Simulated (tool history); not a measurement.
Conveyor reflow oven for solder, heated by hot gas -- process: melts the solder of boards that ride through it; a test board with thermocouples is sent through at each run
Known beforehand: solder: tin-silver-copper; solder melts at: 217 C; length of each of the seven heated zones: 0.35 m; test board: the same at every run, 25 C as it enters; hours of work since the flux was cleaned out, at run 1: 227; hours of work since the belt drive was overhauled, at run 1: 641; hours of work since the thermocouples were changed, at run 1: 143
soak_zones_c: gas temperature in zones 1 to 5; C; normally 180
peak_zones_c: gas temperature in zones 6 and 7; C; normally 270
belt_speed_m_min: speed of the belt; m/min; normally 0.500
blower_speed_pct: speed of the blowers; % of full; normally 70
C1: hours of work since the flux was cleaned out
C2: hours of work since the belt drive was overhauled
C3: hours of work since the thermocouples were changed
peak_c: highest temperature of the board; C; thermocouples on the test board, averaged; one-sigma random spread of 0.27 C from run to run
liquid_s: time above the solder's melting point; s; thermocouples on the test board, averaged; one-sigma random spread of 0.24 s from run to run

{"run": 1, "hour": 0.0, "soak_zones_c": 180, "peak_zones_c": 270, "belt_speed_m_min": 0.5, "blower_speed_pct": 70, "C1": 227, "C2": 641, "C3": 143, "peak_c": 250.9, "liquid_s": 63.7}
{"run": 2, "hour": 17.8, "soak_zones_c": 180, "peak_zones_c": 270, "belt_speed_m_min": 0.481, "blower_speed_pct": 70, "C1": 234, "C2": 649, "C3": 150, "peak_c": 251.7, "liquid_s": 68.1}
{"run": 3, "hour": 40.7, "soak_zones_c": 180, "peak_zones_c": 270, "belt_speed_m_min": 0.481, "blower_speed_pct": 64, "C1": 243, "C2": 658, "C3": 159, "peak_c": 250.1, "liquid_s": 66.0}
{"run": 4, "hour": 56.1, "soak_zones_c": 180, "peak_zones_c": 270, "belt_speed_m_min": 0.481, "blower_speed_pct": 64, "C1": 249, "C2": 664, "C3": 165, "peak_c": 249.9, "liquid_s": 65.5}
{"run": 5, "hour": 70.7, "soak_zones_c": 180, "peak_zones_c": 270, "belt_speed_m_min": 0.481, "blower_speed_pct": 64, "C1": 255, "C2": 670, "C3": 171, "peak_c": 250.0, "liquid_s": 65.3}
{"run": 6, "hour": 84.9, "soak_zones_c": 180, "peak_zones_c": 270, "belt_speed_m_min": 0.481, "blower_speed_pct": 64, "C1": 261, "C2": 676, "C3": 177, "peak_c": 250.3, "liquid_s": 65.4}
{"run": 7, "hour": 98.0, "soak_zones_c": 193, "peak_zones_c": 270, "belt_speed_m_min": 0.5, "blower_speed_pct": 70, "C1": 266, "C2": 681, "C3": 183, "peak_c": 253.5, "liquid_s": 72.1}
{"run": 8, "hour": 115.3, "soak_zones_c": 193, "peak_zones_c": 270, "belt_speed_m_min": 0.5, "blower_speed_pct": 70, "C1": 274, "C2": 688, "C3": 190, "peak_c": 253.0, "liquid_s": 71.8}
{"run": 9, "hour": 129.0, "soak_zones_c": 193, "peak_zones_c": 270, "belt_speed_m_min": 0.5, "blower_speed_pct": 70, "C1": 279, "C2": 694, "C3": 195, "peak_c": 253.0, "liquid_s": 72.2}
{"run": 10, "hour": 147.2, "soak_zones_c": 193, "peak_zones_c": 270, "belt_speed_m_min": 0.5, "blower_speed_pct": 70, "C1": 286, "C2": 701, "C3": 203, "peak_c": 252.9, "liquid_s": 72.2}
{"run": 11, "hour": 165.1, "soak_zones_c": 193, "peak_zones_c": 270, "belt_speed_m_min": 0.5, "blower_speed_pct": 70, "C1": 294, "C2": 709, "C3": 210, "peak_c": 252.6, "liquid_s": 71.9}
{"run": 12, "hour": 185.6, "soak_zones_c": 191, "peak_zones_c": 270, "belt_speed_m_min": 0.5, "blower_speed_pct": 70, "C1": 302, "C2": 717, "C3": 218, "peak_c": 252.1, "liquid_s": 70.5}
{"run": 13, "hour": 198.5, "soak_zones_c": 191, "peak_zones_c": 270, "belt_speed_m_min": 0.5, "blower_speed_pct": 70, "C1": 307, "C2": 722, "C3": 223, "peak_c": 252.1, "liquid_s": 70.5}
{"hour": 220.1, "done": "flux residue cleaned out of gas plates and filters"}
{"run": 14, "hour": 226.6, "soak_zones_c": 177, "peak_zones_c": 270, "belt_speed_m_min": 0.5, "blower_speed_pct": 62, "C1": 3, "C2": 732, "C3": 233, "peak_c": 248.6, "liquid_s": 60.0}
{"run": 15, "hour": 238.5, "soak_zones_c": 167, "peak_zones_c": 270, "belt_speed_m_min": 0.5, "blower_speed_pct": 58, "C1": 7, "C2": 736, "C3": 238, "peak_c": 245.1, "liquid_s": 51.9}
{"run": 16, "hour": 254.5, "soak_zones_c": 180, "peak_zones_c": 273, "belt_speed_m_min": 0.5, "blower_speed_pct": 70, "C1": 14, "C2": 743, "C3": 244, "peak_c": 253.7, "liquid_s": 66.6}
{"run": 17, "hour": 280.0, "soak_zones_c": 185, "peak_zones_c": 273, "belt_speed_m_min": 0.5, "blower_speed_pct": 73, "C1": 24, "C2": 753, "C3": 255, "peak_c": 255.6, "liquid_s": 70.2}
{"run": 18, "hour": 301.7, "soak_zones_c": 185, "peak_zones_c": 273, "belt_speed_m_min": 0.5, "blower_speed_pct": 73, "C1": 33, "C2": 762, "C3": 263, "peak_c": 255.9, "liquid_s": 70.7}
{"run": 19, "hour": 318.8, "soak_zones_c": 180, "peak_zones_c": 270, "belt_speed_m_min": 0.445, "blower_speed_pct": 78, "C1": 40, "C2": 769, "C3": 270, "peak_c": 256.3, "liquid_s": 78.5}
{"run": 20, "hour": 343.1, "soak_zones_c": 191, "peak_zones_c": 270, "belt_speed_m_min": 0.468, "blower_speed_pct": 70, "C1": 50, "C2": 779, "C3": 280, "peak_c": 255.0, "liquid_s": 78.7}
{"run": 21, "hour": 363.9, "soak_zones_c": 191, "peak_zones_c": 270, "belt_speed_m_min": 0.468, "blower_speed_pct": 70, "C1": 58, "C2": 787, "C3": 289, "peak_c": 255.6, "liquid_s": 78.7}
{"run": 22, "hour": 385.7, "soak_zones_c": 187, "peak_zones_c": 275, "belt_speed_m_min": 0.45, "blower_speed_pct": 67, "C1": 67, "C2": 796, "C3": 297, "peak_c": 259.1, "liquid_s": 82.4}
{"run": 23, "hour": 402.4, "soak_zones_c": 180, "peak_zones_c": 270, "belt_speed_m_min": 0.419, "blower_speed_pct": 88, "C1": 74, "C2": 803, "C3": 304, "peak_c": 258.9, "liquid_s": 86.6}
{"run": 24, "hour": 426.7, "soak_zones_c": 192, "peak_zones_c": 270, "belt_speed_m_min": 0.5, "blower_speed_pct": 70, "C1": 84, "C2": 813, "C3": 314, "peak_c": 253.4, "liquid_s": 72.1}
{"run": 25, "hour": 438.4, "soak_zones_c": 187, "peak_zones_c": 273, "belt_speed_m_min": 0.5, "blower_speed_pct": 70, "C1": 89, "C2": 818, "C3": 319, "peak_c": 255.2, "liquid_s": 70.2}
{"run": 26, "hour": 458.4, "soak_zones_c": 187, "peak_zones_c": 273, "belt_speed_m_min": 0.5, "blower_speed_pct": 70, "C1": 97, "C2": 826, "C3": 327, "peak_c": 254.8, "liquid_s": 70.5}

Here are 4 independent what-if runs from the current tool condition. What would each one return?
{"run": "A", "hour": 478.8, "soak_zones_c": 168, "peak_zones_c": 273, "belt_speed_m_min": 0.5, "blower_speed_pct": 70, "C1": 105, "C2": 834, "C3": 335, "peak_c": "?", "liquid_s": "?"}
{"run": "B", "hour": 478.8, "soak_zones_c": 174, "peak_zones_c": 273, "belt_speed_m_min": 0.5, "blower_speed_pct": 70, "C1": 105, "C2": 834, "C3": 335, "peak_c": "?", "liquid_s": "?"}
{"run": "C", "hour": 478.8, "soak_zones_c": 180, "peak_zones_c": 270, "belt_speed_m_min": 0.434, "blower_speed_pct": 63, "C1": 105, "C2": 834, "C3": 335, "peak_c": "?", "liquid_s": "?"}
{"run": "D", "hour": 478.8, "soak_zones_c": 180, "peak_zones_c": 269, "belt_speed_m_min": 0.503, "blower_speed_pct": 70, "C1": 105, "C2": 834, "C3": 335, "peak_c": "?", "liquid_s": "?"}

run=A peak_c=250.8 liquid_s=59.9
run=B peak_c=252.0 liquid_s=62.7
run=C peak_c=253.2 liquid_s=77.0
run=D peak_c=249.6 liquid_s=63.0
With the hidden condition removed and each run's random variation left untouched, the same runs would have given:
run=A peak_c=252.0 liquid_s=60.0
run=B peak_c=253.1 liquid_s=62.6
run=C peak_c=254.3 liquid_s=76.7
run=D peak_c=250.8 liquid_s=63.0
